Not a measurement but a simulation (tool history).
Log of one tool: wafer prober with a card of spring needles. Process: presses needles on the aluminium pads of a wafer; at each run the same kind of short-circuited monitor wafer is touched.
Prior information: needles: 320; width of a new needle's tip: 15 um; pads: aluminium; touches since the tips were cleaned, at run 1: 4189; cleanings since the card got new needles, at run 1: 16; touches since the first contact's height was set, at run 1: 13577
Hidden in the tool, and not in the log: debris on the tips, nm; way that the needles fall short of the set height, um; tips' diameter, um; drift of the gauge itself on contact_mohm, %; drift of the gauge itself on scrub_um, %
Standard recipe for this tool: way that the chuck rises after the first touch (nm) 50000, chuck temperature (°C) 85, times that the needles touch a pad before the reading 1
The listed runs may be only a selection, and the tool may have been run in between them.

run,hour,way that the chuck rises after the first touch (nm),chuck temperature (°C),times that the needles touch a pad before the reading,touches since the tips were cleaned,cleanings since the card got new needles,touches since the first contact's height was set,resistance of one needle with its contact and lead (mohm),way that a needle slides on the pad (nm)
1,0,50000,85,1,4189,16,13577,283,10461
# hour 4.9: tips cleaned on abrasive film
2,20.2,50000,85,1,4431,17,19407,313,10464
# hour 26.5: tips cleaned on abrasive film
# hour 45.5: tips cleaned on abrasive film
3,45.5,50000,85,1,0,19,26679,180,10446
# hour 65.4: tips cleaned on abrasive film
4,69.6,50000,85,1,1226,20,33656,236,10449
# hour 84.4: tips cleaned on abrasive film
# hour 89.6: tips cleaned on abrasive film, once more
5,101.2,50000,85,1,3356,22,42738,283,10421
# hour 108.5: tips cleaned on abrasive film
# hour 127.2: tips cleaned on abrasive film
6,139.8,50000,85,2,3650,24,53874,240,10393
# hour 146.6: tips cleaned on abrasive film
7,157.7,50000,85,2,3228,25,59046,234,10394
# hour 168.3: tips cleaned on abrasive film
8,177.1,50000,85,2,2541,26,64644,224,10378
# hour 189.2: tips cleaned on abrasive film
9,205.3,50000,36,2,4661,27,72798,244,10378
# hour 208.7: tips cleaned on abrasive film
# hour 229.8: tips cleaned on abrasive film
10,241.6,49000,36,2,3425,29,83256,239,10135
# hour 249.3: tips cleaned on abrasive film
11,265.9,31000,124,1,4824,30,90289,473,6361
# hour 268: tips cleaned on abrasive film
# hour 271.1: height of the first contact set anew
# hour 288.7: tips cleaned on abrasive film
12,292.3,63000,102,2,1053,32,6129,194,13204
# hour 309: tips cleaned on abrasive film
# hour 329.4: tips cleaned on abrasive film
13,331.9,63000,102,2,734,34,17563,192,13194
# hour 350.6: tips cleaned on abrasive film
14,366.7,45000,110,2,4672,35,27609,268,9405
# hour 370.9: tips cleaned on abrasive film
# hour 391.6: tips cleaned on abrasive film
15,401.5,64000,110,2,2857,37,37645,214,13379
# hour 412.1: tips cleaned on abrasive film
# hour 431.2: tips cleaned on abrasive film
16,440.9,49000,85,1,2811,39,49010,286,10203
# hour 451.2: tips cleaned on abrasive film
17,464.7,57000,74,3,3917,40,55888,206,11892
# hour 471.4: tips cleaned on abrasive film
# hour 491.9: tips cleaned on abrasive film
18,501,33000,54,1,2634,42,66353,398,6830
# hour 513.8: tips cleaned on abrasive film
19,530.5,33000,54,1,4854,43,74890,461,6824
# hour 534.2: tips cleaned on abrasive film
# hour 554.3: tips cleaned on abrasive film
# hour 573.8: tips cleaned on abrasive film
20,573.8,33000,54,1,0,46,87344,200,6779

Each row is a separate what-if for the run after 20, all from the same tool condition, not one after another. Results?
# hour 588.2: height of the first contact set anew
# hour 595.2: tips cleaned on abrasive film
A,609.9,38000,85,1,4272,47,6274,?,?
# hour 588.2: height of the first contact set anew
# hour 595.2: tips cleaned on abrasive film
B,609.9,50000,85,3,4272,47,6274,?,?
# hour 588.2: height of the first contact set anew
# hour 595.2: tips cleaned on abrasive film
C,609.9,37000,85,1,4272,47,6274,?,?

run,resistance of one needle with its contact and lead (mohm),way that a needle slides on the pad (nm)
A,380,7953
B,213,10510
C,383,7768
Had the tool no hidden state, the same runs would have come out as:
run,resistance of one needle with its contact and lead (mohm),way that a needle slides on the pad (nm)
A,170,7961
B,166,10518
C,167,7776

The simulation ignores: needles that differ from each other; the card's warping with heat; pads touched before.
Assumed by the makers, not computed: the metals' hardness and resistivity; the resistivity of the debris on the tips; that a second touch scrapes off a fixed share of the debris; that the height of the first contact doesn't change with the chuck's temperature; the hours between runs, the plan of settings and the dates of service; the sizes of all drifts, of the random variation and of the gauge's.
